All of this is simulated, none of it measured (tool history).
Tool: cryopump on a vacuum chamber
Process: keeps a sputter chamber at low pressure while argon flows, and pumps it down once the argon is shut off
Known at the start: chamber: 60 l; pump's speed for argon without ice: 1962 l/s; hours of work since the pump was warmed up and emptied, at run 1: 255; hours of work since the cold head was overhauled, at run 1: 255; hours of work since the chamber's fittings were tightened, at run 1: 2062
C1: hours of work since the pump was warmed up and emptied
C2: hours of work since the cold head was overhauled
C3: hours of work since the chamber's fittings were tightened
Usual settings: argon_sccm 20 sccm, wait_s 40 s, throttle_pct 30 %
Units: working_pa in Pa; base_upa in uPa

{"run": 1, "hour": 0.0, "argon_sccm": 20, "wait_s": 40, "throttle_pct": 30, "C1": 255, "C2": 255, "C3": 2062, "working_pa": 0.0592, "base_upa": 2.7}
{"run": 2, "hour": 13.1, "argon_sccm": 20, "wait_s": 151, "throttle_pct": 30, "C1": 265, "C2": 265, "C3": 2071, "working_pa": 0.0595, "base_upa": 1.47}
{"run": 3, "hour": 40.2, "argon_sccm": 20, "wait_s": 151, "throttle_pct": 30, "C1": 284, "C2": 284, "C3": 2091, "working_pa": 0.0592, "base_upa": 1.56}
{"run": 4, "hour": 60.4, "argon_sccm": 20, "wait_s": 41, "throttle_pct": 30, "C1": 299, "C2": 299, "C3": 2106, "working_pa": 0.0581, "base_upa": 2.59}
{"run": 5, "hour": 80.7, "argon_sccm": 20, "wait_s": 41, "throttle_pct": 30, "C1": 314, "C2": 314, "C3": 2121, "working_pa": 0.0585, "base_upa": 2.62}
{"run": 6, "hour": 103.7, "argon_sccm": 20, "wait_s": 118, "throttle_pct": 30, "C1": 331, "C2": 331, "C3": 2138, "working_pa": 0.0592, "base_upa": 1.74}
{"run": 7, "hour": 128.9, "argon_sccm": 10, "wait_s": 40, "throttle_pct": 30, "C1": 349, "C2": 349, "C3": 2156, "working_pa": 0.0302, "base_upa": 2.77}
{"run": 8, "hour": 146.7, "argon_sccm": 10, "wait_s": 40, "throttle_pct": 30, "C1": 362, "C2": 362, "C3": 2169, "working_pa": 0.0302, "base_upa": 2.71}
{"run": 9, "hour": 166.3, "argon_sccm": 10, "wait_s": 34, "throttle_pct": 30, "C1": 376, "C2": 376, "C3": 2183, "working_pa": 0.0306, "base_upa": 3.05}
{"run": 10, "hour": 188.6, "argon_sccm": 10, "wait_s": 34, "throttle_pct": 30, "C1": 393, "C2": 393, "C3": 2200, "working_pa": 0.0299, "base_upa": 3.03}
{"run": 11, "hour": 217.0, "argon_sccm": 10, "wait_s": 34, "throttle_pct": 30, "C1": 413, "C2": 413, "C3": 2220, "working_pa": 0.0298, "base_upa": 3.02}
{"run": 12, "hour": 246.2, "argon_sccm": 16, "wait_s": 40, "throttle_pct": 30, "C1": 435, "C2": 435, "C3": 2242, "working_pa": 0.0478, "base_upa": 2.75}
{"run": 13, "hour": 262.1, "argon_sccm": 8, "wait_s": 40, "throttle_pct": 30, "C1": 446, "C2": 446, "C3": 2253, "working_pa": 0.0245, "base_upa": 2.84}
{"run": 14, "hour": 282.6, "argon_sccm": 8, "wait_s": 40, "throttle_pct": 30, "C1": 461, "C2": 461, "C3": 2268, "working_pa": 0.0247, "base_upa": 2.85}
{"run": 15, "hour": 308.8, "argon_sccm": 20, "wait_s": 40, "throttle_pct": 30, "C1": 480, "C2": 480, "C3": 2287, "working_pa": 0.0596, "base_upa": 2.84}
{"run": 16, "hour": 333.7, "argon_sccm": 20, "wait_s": 40, "throttle_pct": 30, "C1": 499, "C2": 499, "C3": 2305, "working_pa": 0.0609, "base_upa": 2.88}
{"run": 17, "hour": 356.6, "argon_sccm": 20, "wait_s": 40, "throttle_pct": 30, "C1": 515, "C2": 515, "C3": 2322, "working_pa": 0.0595, "base_upa": 2.89}
{"run": 18, "hour": 380.9, "argon_sccm": 20, "wait_s": 40, "throttle_pct": 30, "C1": 533, "C2": 533, "C3": 2340, "working_pa": 0.0613, "base_upa": 2.9}
{"run": 19, "hour": 405.1, "argon_sccm": 20, "wait_s": 40, "throttle_pct": 46, "C1": 551, "C2": 551, "C3": 2358, "working_pa": 0.0405, "base_upa": 2.82}
{"run": 20, "hour": 435.2, "argon_sccm": 20, "wait_s": 40, "throttle_pct": 46, "C1": 573, "C2": 573, "C3": 2380, "working_pa": 0.0407, "base_upa": 2.86}
{"run": 21, "hour": 454.5, "argon_sccm": 25, "wait_s": 96, "throttle_pct": 57, "C1": 587, "C2": 587, "C3": 2394, "working_pa": 0.0435, "base_upa": 2.08}
{"run": 22, "hour": 484.4, "argon_sccm": 8, "wait_s": 245, "throttle_pct": 52, "C1": 609, "C2": 609, "C3": 2415, "working_pa": 0.0146, "base_upa": 1.77}
{"run": 23, "hour": 508.0, "argon_sccm": 20, "wait_s": 162, "throttle_pct": 52, "C1": 626, "C2": 626, "C3": 2433, "working_pa": 0.038, "base_upa": 1.84}
{"run": 24, "hour": 536.6, "argon_sccm": 33, "wait_s": 66, "throttle_pct": 23, "C1": 647, "C2": 647, "C3": 2454, "working_pa": 0.1299, "base_upa": 2.36}
{"run": 25, "hour": 557.0, "argon_sccm": 33, "wait_s": 66, "throttle_pct": 23, "C1": 662, "C2": 662, "C3": 2468, "working_pa": 0.1304, "base_upa": 2.43}
{"hour": 582.0, "done": "pump warmed up, emptied and cooled again"}
{"run": 26, "hour": 584.7, "argon_sccm": 17, "wait_s": 40, "throttle_pct": 43, "C1": 2, "C2": 678, "C3": 2485, "working_pa": 0.0351, "base_upa": 2.77}
{"run": 27, "hour": 605.2, "argon_sccm": 20, "wait_s": 29, "throttle_pct": 30, "C1": 17, "C2": 693, "C3": 2500, "working_pa": 0.057, "base_upa": 3.33}
{"run": 28, "hour": 628.7, "argon_sccm": 20, "wait_s": 29, "throttle_pct": 30, "C1": 34, "C2": 710, "C3": 2517, "working_pa": 0.0578, "base_upa": 3.28}
{"run": 29, "hour": 654.5, "argon_sccm": 32, "wait_s": 58, "throttle_pct": 30, "C1": 53, "C2": 729, "C3": 2536, "working_pa": 0.0923, "base_upa": 2.3}
{"run": 30, "hour": 685.5, "argon_sccm": 32, "wait_s": 58, "throttle_pct": 30, "C1": 76, "C2": 752, "C3": 2559, "working_pa": 0.0929, "base_upa": 2.31}
{"run": 31, "hour": 712.7, "argon_sccm": 11, "wait_s": 249, "throttle_pct": 37, "C1": 95, "C2": 772, "C3": 2578, "working_pa": 0.0261, "base_upa": 1.56}
{"run": 32, "hour": 731.8, "argon_sccm": 19, "wait_s": 138, "throttle_pct": 46, "C1": 109, "C2": 786, "C3": 2592, "working_pa": 0.0364, "base_upa": 1.82}
{"run": 33, "hour": 747.8, "argon_sccm": 19, "wait_s": 138, "throttle_pct": 46, "C1": 121, "C2": 797, "C3": 2604, "working_pa": 0.0355, "base_upa": 1.75}
{"run": 34, "hour": 764.5, "argon_sccm": 28, "wait_s": 43, "throttle_pct": 46, "C1": 133, "C2": 809, "C3": 2616, "working_pa": 0.053, "base_upa": 2.76}

Forecast each of these 4 alternatives for the next run:
{"run": "A", "hour": 781.5, "argon_sccm": 23, "wait_s": 40, "throttle_pct": 31, "C1": 146, "C2": 822, "C3": 2629, "working_pa": "?", "base_upa": "?"}
{"run": "B", "hour": 781.5, "argon_sccm": 20, "wait_s": 94, "throttle_pct": 18, "C1": 146, "C2": 822, "C3": 2629, "working_pa": "?", "base_upa": "?"}
{"run": "C", "hour": 781.5, "argon_sccm": 9, "wait_s": 158, "throttle_pct": 46, "C1": 146, "C2": 822, "C3": 2629, "working_pa": "?", "base_upa": "?"}
{"run": "D", "hour": 781.5, "argon_sccm": 21, "wait_s": 40, "throttle_pct": 30, "C1": 146, "C2": 822, "C3": 2629, "working_pa": "?", "base_upa": "?"}

run=A working_pa=0.0654 base_upa=2.82
run=B working_pa=0.0963 base_upa=1.98
run=C working_pa=0.0172 base_upa=1.74
run=D working_pa=0.0605 base_upa=2.81
Without the tool's hidden state the same runs would have given:
run=A working_pa=0.0644 base_upa=1.61
run=B working_pa=0.0954 base_upa=0.77
run=C working_pa=0.0168 base_upa=0.54
run=D working_pa=0.0596 base_upa=1.61
